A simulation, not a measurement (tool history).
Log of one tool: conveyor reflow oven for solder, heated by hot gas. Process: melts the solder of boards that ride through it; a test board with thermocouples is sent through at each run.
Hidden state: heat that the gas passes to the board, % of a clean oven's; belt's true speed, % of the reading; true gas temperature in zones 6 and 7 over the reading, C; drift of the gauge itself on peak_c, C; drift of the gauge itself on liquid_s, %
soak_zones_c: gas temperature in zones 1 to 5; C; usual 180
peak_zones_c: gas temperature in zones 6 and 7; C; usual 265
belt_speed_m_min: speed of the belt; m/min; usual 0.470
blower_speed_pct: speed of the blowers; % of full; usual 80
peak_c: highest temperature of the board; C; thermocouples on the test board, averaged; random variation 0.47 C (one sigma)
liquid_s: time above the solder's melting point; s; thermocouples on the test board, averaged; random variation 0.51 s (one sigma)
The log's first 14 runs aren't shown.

run,hour,soak_zones_c,peak_zones_c,belt_speed_m_min,blower_speed_pct,hours of work since the flux was cleaned out,hours of work since the belt drive was overhauled,hours of work since the thermocouples were changed,peak_c,liquid_s
15,134.2,180,263,0.470,84,82,608,229,254.9,83.6
16,142.7,180,263,0.470,84,86,612,233,253.6,85.0
17,156.3,181,263,0.523,84,92,618,239,250.6,74.2
18,169.6,181,263,0.523,84,98,624,245,252.8,73.2
19,175.5,190,265,0.470,63,101,627,248,254.3,89.0
20,187.3,190,265,0.470,60,106,632,253,252.3,87.5
21,197.0,180,265,0.470,51,110,637,258,248.2,75.7
22,207.3,180,265,0.470,86,115,641,263,256.4,85.5
23,213.7,177,261,0.470,86,118,644,265,252.4,82.0
24,222.2,182,265,0.529,80,122,648,269,253.5,73.0
25,235.8,182,276,0.529,80,128,655,276,262.5,80.0
26,243.4,195,255,0.491,80,132,658,279,247.7,84.3
27,257.4,195,278,0.385,80,138,664,285,273.3,126.6
28,265.5,195,276,0.469,80,142,668,289,267.4,101.5
29,272.3,195,276,0.469,80,145,671,292,267.0,100.8
30,281.2,195,276,0.469,80,149,675,296,267.3,101.1
31,293.5,172,265,0.470,80,155,681,302,254.7,80.3

Forecast each of these 4 alternatives for the next run:
A,305.0,172,263,0.462,53,160,686,307,?,?
B,305.0,183,262,0.470,80,160,686,307,?,?
C,305.0,166,266,0.470,85,160,686,307,?,?
D,305.0,172,268,0.470,80,160,686,307,?,?

run,peak_c,liquid_s
A,246.8,71.9
B,253.8,84.6
C,255.1,79.4
D,256.7,83.1
Without the tool's hidden state the same runs would have given:
run,peak_c,liquid_s
A,246.0,69.6
B,253.1,82.6
C,254.6,77.7
D,256.1,81.2

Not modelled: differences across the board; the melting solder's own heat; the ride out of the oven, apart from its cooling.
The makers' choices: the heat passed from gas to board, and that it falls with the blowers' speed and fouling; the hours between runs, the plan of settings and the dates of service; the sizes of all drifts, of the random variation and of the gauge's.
